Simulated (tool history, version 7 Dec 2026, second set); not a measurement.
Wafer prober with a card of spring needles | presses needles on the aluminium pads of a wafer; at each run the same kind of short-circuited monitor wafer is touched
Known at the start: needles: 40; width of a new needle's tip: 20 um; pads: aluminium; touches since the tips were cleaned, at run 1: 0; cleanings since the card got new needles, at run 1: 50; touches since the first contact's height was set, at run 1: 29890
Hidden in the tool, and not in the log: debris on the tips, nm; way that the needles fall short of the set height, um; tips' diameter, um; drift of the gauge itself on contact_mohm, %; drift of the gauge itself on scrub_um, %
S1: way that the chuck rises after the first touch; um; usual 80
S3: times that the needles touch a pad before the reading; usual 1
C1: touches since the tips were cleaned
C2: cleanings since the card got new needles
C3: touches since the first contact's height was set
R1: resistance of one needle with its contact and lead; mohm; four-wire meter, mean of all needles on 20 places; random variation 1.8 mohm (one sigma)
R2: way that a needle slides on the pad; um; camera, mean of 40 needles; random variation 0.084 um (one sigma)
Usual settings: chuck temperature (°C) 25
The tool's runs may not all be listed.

{"run": 1, "hour": 0.0, "S1": 80, "chuck temperature (°C)": 25, "S3": 1, "C1": 0, "C2": 50, "C3": 29890, "R1": 186, "R2": 12.36}
{"hour": 8.5, "done": "tips cleaned on abrasive film"}
{"hour": 16.9, "done": "tips cleaned on abrasive film"}
{"hour": 23.7, "done": "tips cleaned on abrasive film"}
{"hour": 30.5, "done": "tips cleaned on abrasive film"}
{"hour": 38.9, "done": "tips cleaned on abrasive film"}
{"hour": 47.4, "done": "tips cleaned on abrasive film"}
{"hour": 55.8, "done": "tips cleaned on abrasive film"}
{"hour": 64.3, "done": "tips cleaned on abrasive film"}
{"hour": 72.8, "done": "tips cleaned on abrasive film"}
{"hour": 81.2, "done": "tips cleaned on abrasive film"}
{"run": 2, "hour": 81.5, "S1": 80, "chuck temperature (°C)": 38, "S3": 1, "C1": 110, "C2": 60, "C3": 66269, "R1": 185, "R2": 12.51}
{"hour": 88.2, "done": "tips cleaned on abrasive film"}
{"hour": 96.7, "done": "tips cleaned on abrasive film"}
{"hour": 105.1, "done": "tips cleaned on abrasive film"}
{"hour": 113.6, "done": "tips cleaned on abrasive film"}
{"hour": 120.4, "done": "tips cleaned on abrasive film"}
{"run": 3, "hour": 121.3, "S1": 80, "chuck temperature (°C)": 38, "S3": 1, "C1": 426, "C2": 65, "C3": 84071, "R1": 187, "R2": 12.48}
{"hour": 128.1, "done": "tips cleaned on abrasive film"}
{"hour": 136.6, "done": "tips cleaned on abrasive film"}
{"hour": 145.0, "done": "tips cleaned on abrasive film"}
{"hour": 153.5, "done": "tips cleaned on abrasive film"}
{"hour": 161.9, "done": "tips cleaned on abrasive film"}
{"hour": 170.4, "done": "tips cleaned on abrasive film"}
{"hour": 177.2, "done": "tips cleaned on abrasive film"}
{"hour": 185.6, "done": "tips cleaned on abrasive film"}
{"hour": 192.9, "done": "tips cleaned on abrasive film"}
{"run": 4, "hour": 192.9, "S1": 80, "chuck temperature (°C)": 38, "S3": 1, "C1": 0, "C2": 74, "C3": 116006, "R1": 183, "R2": 12.59}
{"hour": 199.6, "done": "tips cleaned on abrasive film"}
{"hour": 206.4, "done": "tips cleaned on abrasive film"}
{"hour": 214.9, "done": "tips cleaned on abrasive film"}
{"hour": 223.3, "done": "tips cleaned on abrasive film"}
{"hour": 231.8, "done": "tips cleaned on abrasive film"}
{"hour": 238.6, "done": "tips cleaned on abrasive film"}
{"hour": 245.4, "done": "tips cleaned on abrasive film"}
{"hour": 253.8, "done": "tips cleaned on abrasive film"}
{"run": 5, "hour": 259.9, "S1": 80, "chuck temperature (°C)": 38, "S3": 1, "C1": 2770, "C2": 82, "C3": 145979, "R1": 189, "R2": 12.43}
{"hour": 261.7, "done": "tips cleaned on abrasive film"}
{"hour": 262.0, "done": "height of the first contact set anew"}
{"hour": 268.8, "done": "tips cleaned on abrasive film"}
{"hour": 277.3, "done": "tips cleaned on abrasive film"}
{"hour": 285.7, "done": "tips cleaned on abrasive film"}
{"hour": 294.2, "done": "tips cleaned on abrasive film"}
{"run": 6, "hour": 298.6, "S1": 80, "chuck temperature (°C)": 38, "S3": 1, "C1": 2002, "C2": 87, "C3": 16359, "R1": 187, "R2": 12.38}
{"hour": 302.0, "done": "tips cleaned on abrasive film"}
{"hour": 310.5, "done": "tips cleaned on abrasive film"}
{"hour": 318.9, "done": "tips cleaned on abrasive film"}
{"hour": 327.4, "done": "tips cleaned on abrasive film"}
{"hour": 335.9, "done": "tips cleaned on abrasive film"}
{"hour": 344.3, "done": "tips cleaned on abrasive film"}
{"hour": 352.8, "done": "tips cleaned on abrasive film"}
{"hour": 361.2, "done": "tips cleaned on abrasive film"}
{"hour": 369.7, "done": "tips cleaned on abrasive film"}
{"hour": 376.5, "done": "tips cleaned on abrasive film"}
{"run": 7, "hour": 380.2, "S1": 80, "chuck temperature (°C)": 38, "S3": 1, "C1": 1703, "C2": 97, "C3": 52821, "R1": 186, "R2": 12.62}
{"hour": 383.7, "done": "tips cleaned on abrasive film"}
{"hour": 392.1, "done": "tips cleaned on abrasive film"}
{"hour": 400.6, "done": "tips cleaned on abrasive film"}
{"hour": 407.4, "done": "tips cleaned on abrasive film"}
{"hour": 415.8, "done": "tips cleaned on abrasive film"}
{"hour": 424.3, "done": "tips cleaned on abrasive film"}
{"run": 8, "hour": 427.5, "S1": 80, "chuck temperature (°C)": 25, "S3": 1, "C1": 1476, "C2": 103, "C3": 73943, "R1": 184, "R2": 12.49}
{"hour": 432.7, "done": "tips cleaned on abrasive film"}
{"hour": 441.1, "done": "tips cleaned on abrasive film"}
{"hour": 449.6, "done": "tips cleaned on abrasive film"}
{"hour": 456.4, "done": "tips cleaned on abrasive film"}
{"hour": 463.1, "done": "tips cleaned on abrasive film"}
{"hour": 471.6, "done": "tips cleaned on abrasive film"}
{"hour": 480.1, "done": "tips cleaned on abrasive film"}
{"hour": 488.5, "done": "tips cleaned on abrasive film"}
{"hour": 497.0, "done": "tips cleaned on abrasive film"}
{"hour": 505.4, "done": "tips cleaned on abrasive film"}
{"hour": 513.9, "done": "tips cleaned on abrasive film"}
{"run": 9, "hour": 513.9, "S1": 80, "chuck temperature (°C)": 25, "S3": 1, "C1": 19, "C2": 114, "C3": 112499, "R1": 183, "R2": 12.35}
{"hour": 520.7, "done": "tips cleaned on abrasive film"}
{"hour": 527.5, "done": "tips cleaned on abrasive film"}
{"hour": 536.0, "done": "tips cleaned on abrasive film"}
{"hour": 544.4, "done": "tips cleaned on abrasive film"}
{"hour": 552.9, "done": "tips cleaned on abrasive film"}
{"hour": 559.7, "done": "tips cleaned on abrasive film"}
{"hour": 566.4, "done": "tips cleaned on abrasive film"}
{"hour": 574.9, "done": "tips cleaned on abrasive film"}
{"hour": 583.4, "done": "tips cleaned on abrasive film"}
{"run": 10, "hour": 586.6, "S1": 79, "chuck temperature (°C)": 32, "S3": 3, "C1": 1459, "C2": 123, "C3": 144946, "R1": 183, "R2": 12.32}
{"hour": 590.2, "done": "height of the first contact set anew"}
{"hour": 592.0, "done": "tips cleaned on abrasive film"}
{"hour": 598.8, "done": "tips cleaned on abrasive film"}
{"hour": 607.2, "done": "tips cleaned on abrasive film"}
{"hour": 615.7, "done": "tips cleaned on abrasive film"}
{"hour": 624.1, "done": "tips cleaned on abrasive film"}
{"hour": 630.9, "done": "tips cleaned on abrasive film"}
{"run": 11, "hour": 632.0, "S1": 66, "chuck temperature (°C)": 32, "S3": 3, "C1": 503, "C2": 129, "C3": 18639, "R1": 188, "R2": 10.24}
{"hour": 638.8, "done": "tips cleaned on abrasive film"}
{"hour": 645.6, "done": "tips cleaned on abrasive film"}
{"hour": 654.1, "done": "tips cleaned on abrasive film"}
{"hour": 660.9, "done": "tips cleaned on abrasive film"}
{"hour": 669.3, "done": "tips cleaned on abrasive film"}
{"hour": 677.8, "done": "tips cleaned on abrasive film"}
{"hour": 684.6, "done": "tips cleaned on abrasive film"}
{"hour": 691.4, "done": "tips cleaned on abrasive film"}
{"run": 12, "hour": 691.4, "S1": 82, "chuck temperature (°C)": 53, "S3": 1, "C1": 0, "C2": 137, "C3": 45117, "R1": 190, "R2": 12.8}
{"hour": 698.2, "done": "tips cleaned on abrasive film"}
{"hour": 706.7, "done": "tips cleaned on abrasive film"}
{"hour": 713.4, "done": "tips cleaned on abrasive film"}
{"hour": 721.9, "done": "tips cleaned on abrasive film"}
{"hour": 730.3, "done": "tips cleaned on abrasive film"}
{"hour": 738.8, "done": "tips cleaned on abrasive film"}
{"hour": 747.3, "done": "tips cleaned on abrasive film"}
{"run": 13, "hour": 748.8, "S1": 82, "chuck temperature (°C)": 53, "S3": 1, "C1": 695, "C2": 144, "C3": 70752, "R1": 190, "R2": 12.82}
{"hour": 755.6, "done": "tips cleaned on abrasive film"}
{"hour": 762.4, "done": "tips cleaned on abrasive film"}
{"hour": 770.8, "done": "tips cleaned on abrasive film"}
{"hour": 777.6, "done": "tips cleaned on abrasive film"}
{"hour": 784.4, "done": "tips cleaned on abrasive film"}
{"hour": 792.8, "done": "tips cleaned on abrasive film"}
{"hour": 801.3, "done": "tips cleaned on abrasive film"}
{"hour": 809.8, "done": "tips cleaned on abrasive film"}
{"hour": 817.5, "done": "tips cleaned on abrasive film"}
{"run": 14, "hour": 817.5, "S1": 70, "chuck temperature (°C)": 53, "S3": 1, "C1": 0, "C2": 153, "C3": 101388, "R1": 191, "R2": 10.87}

The next listed run, before its measurement:
{"hour": 825.9, "done": "tips cleaned on abrasive film"}
{"hour": 832.7, "done": "tips cleaned on abrasive film"}
{"hour": 841.1, "done": "tips cleaned on abrasive film"}
{"hour": 849.6, "done": "tips cleaned on abrasive film"}
{"hour": 856.4, "done": "tips cleaned on abrasive film"}
{"hour": 863.2, "done": "tips cleaned on abrasive film"}
{"hour": 871.6, "done": "tips cleaned on abrasive film"}
{"hour": 880.1, "done": "tips cleaned on abrasive film"}
{"hour": 888.5, "done": "tips cleaned on abrasive film"}
{"hour": 895.3, "done": "tips cleaned on abrasive film"}
{"hour": 903.8, "done": "tips cleaned on abrasive film"}
{"run": 15, "hour": 906.1, "S1": 62, "chuck temperature (°C)": 118, "S3": 1, "C1": 1039, "C2": 164, "C3": 140964, "R1": "?", "R2": "?"}

Run 15 gave R1 213 mohm, R2 9.67 um.
Without the tool's hidden state the same run would have given R1 213 mohm, R2 9.67 um.
